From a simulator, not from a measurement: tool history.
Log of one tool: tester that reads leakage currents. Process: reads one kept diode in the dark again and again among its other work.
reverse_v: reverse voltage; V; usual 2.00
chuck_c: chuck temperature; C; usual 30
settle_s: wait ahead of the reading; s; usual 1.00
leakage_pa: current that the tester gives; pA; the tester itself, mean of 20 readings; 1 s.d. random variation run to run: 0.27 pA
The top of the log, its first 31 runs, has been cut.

run    hour  reverse_v  chuck_c  settle_s  leakage_pa
     5409.1  -- chuck's temperature calibrated
 32  5567.6      13.12       30      0.33      209.86
 33  5733.3       6.15       30      5.88      150.47
 34  5939.6       2.00       27      7.85       74.45
 35  6186.3       1.14       59      5.15      549.71
 36  6406.8       2.00       46      0.47      299.51
 37  6607.5      16.95       37      0.47      421.49
 38  6833.1       2.07       37      0.60      167.16
 39  6965.5       2.00       38      1.00      176.44

Alternative continuations, all from the tool just after run 39; predict every row:
  A  7099.6       2.34       30      1.00           ?
  B  7099.6      15.44       41      0.34           ?
  C  7099.6       1.89       42      1.00           ?

run  leakage_pa
  A      108.56
  B      549.55
  C      230.83
With no hidden state in the tool, these same runs would have given:
run  leakage_pa
  A       95.92
  B      483.39
  C      210.02
